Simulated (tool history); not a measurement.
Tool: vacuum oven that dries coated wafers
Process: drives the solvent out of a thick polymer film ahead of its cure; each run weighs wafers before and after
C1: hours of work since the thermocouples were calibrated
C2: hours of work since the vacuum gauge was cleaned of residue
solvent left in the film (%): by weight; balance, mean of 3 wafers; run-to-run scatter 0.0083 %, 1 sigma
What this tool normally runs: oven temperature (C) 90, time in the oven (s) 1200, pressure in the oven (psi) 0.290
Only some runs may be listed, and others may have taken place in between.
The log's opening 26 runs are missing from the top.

{"run": 27, "hour": 349.3, "oven temperature (C)": 89, "time in the oven (s)": 660, "pressure in the oven (psi)": 0.973, "C1": 10, "C2": 857, "solvent left in the film (%)": 5.425}
{"run": 28, "hour": 363.2, "oven temperature (C)": 78, "time in the oven (s)": 1380, "pressure in the oven (psi)": 0.731, "C1": 21, "C2": 868, "solvent left in the film (%)": 5.248}
{"run": 29, "hour": 381.2, "oven temperature (C)": 90, "time in the oven (s)": 1260, "pressure in the oven (psi)": 0.175, "C1": 35, "C2": 882, "solvent left in the film (%)": 1.251}
{"run": 30, "hour": 393.3, "oven temperature (C)": 90, "time in the oven (s)": 1200, "pressure in the oven (psi)": 0.75, "C1": 45, "C2": 891, "solvent left in the film (%)": 3.249}
{"run": 31, "hour": 411.6, "oven temperature (C)": 80, "time in the oven (s)": 1860, "pressure in the oven (psi)": 0.216, "C1": 59, "C2": 906, "solvent left in the film (%)": 1.772}
{"run": 32, "hour": 427.9, "oven temperature (C)": 98, "time in the oven (s)": 1860, "pressure in the oven (psi)": 0.521, "C1": 72, "C2": 919, "solvent left in the film (%)": 1.445}
{"run": 33, "hour": 443.6, "oven temperature (C)": 98, "time in the oven (s)": 600, "pressure in the oven (psi)": 0.521, "C1": 84, "C2": 931, "solvent left in the film (%)": 2.887}
{"run": 34, "hour": 453.9, "oven temperature (C)": 90, "time in the oven (s)": 720, "pressure in the oven (psi)": 0.29, "C1": 93, "C2": 939, "solvent left in the film (%)": 2.977}
{"run": 35, "hour": 465.9, "oven temperature (C)": 97, "time in the oven (s)": 1200, "pressure in the oven (psi)": 0.29, "C1": 102, "C2": 949, "solvent left in the film (%)": 1.128}
{"run": 36, "hour": 476.7, "oven temperature (C)": 80, "time in the oven (s)": 1440, "pressure in the oven (psi)": 0.241, "C1": 111, "C2": 957, "solvent left in the film (%)": 2.41}
{"run": 37, "hour": 491.7, "oven temperature (C)": 95, "time in the oven (s)": 1680, "pressure in the oven (psi)": 0.718, "C1": 122, "C2": 969, "solvent left in the film (%)": 2.243}
{"run": 38, "hour": 502.0, "oven temperature (C)": 80, "time in the oven (s)": 1200, "pressure in the oven (psi)": 0.174, "C1": 130, "C2": 977, "solvent left in the film (%)": 2.541}
{"run": 39, "hour": 518.9, "oven temperature (C)": 101, "time in the oven (s)": 660, "pressure in the oven (psi)": 0.257, "C1": 144, "C2": 990, "solvent left in the film (%)": 1.669}

Here are 3 independent what-if runs from the current tool condition. What would each one return?
{"run": "A", "hour": 530.6, "oven temperature (C)": 99, "time in the oven (s)": 1440, "pressure in the oven (psi)": 0.484, "C1": 153, "C2": 999, "solvent left in the film (%)": "?"}
{"run": "B", "hour": 530.6, "oven temperature (C)": 90, "time in the oven (s)": 1380, "pressure in the oven (psi)": 0.368, "C1": 153, "C2": 999, "solvent left in the film (%)": "?"}
{"run": "C", "hour": 530.6, "oven temperature (C)": 75, "time in the oven (s)": 720, "pressure in the oven (psi)": 0.454, "C1": 153, "C2": 999, "solvent left in the film (%)": "?"}

run=A solvent_left_in_the_film_(%)=1.353
run=B solvent_left_in_the_film_(%)=1.763
run=C solvent_left_in_the_film_(%)=6.275
Stripped of hidden state, with their random variation kept, the same runs would have yielded:
run=A solvent_left_in_the_film_(%)=1.322
run=B solvent_left_in_the_film_(%)=1.726
run=C solvent_left_in_the_film_(%)=6.249
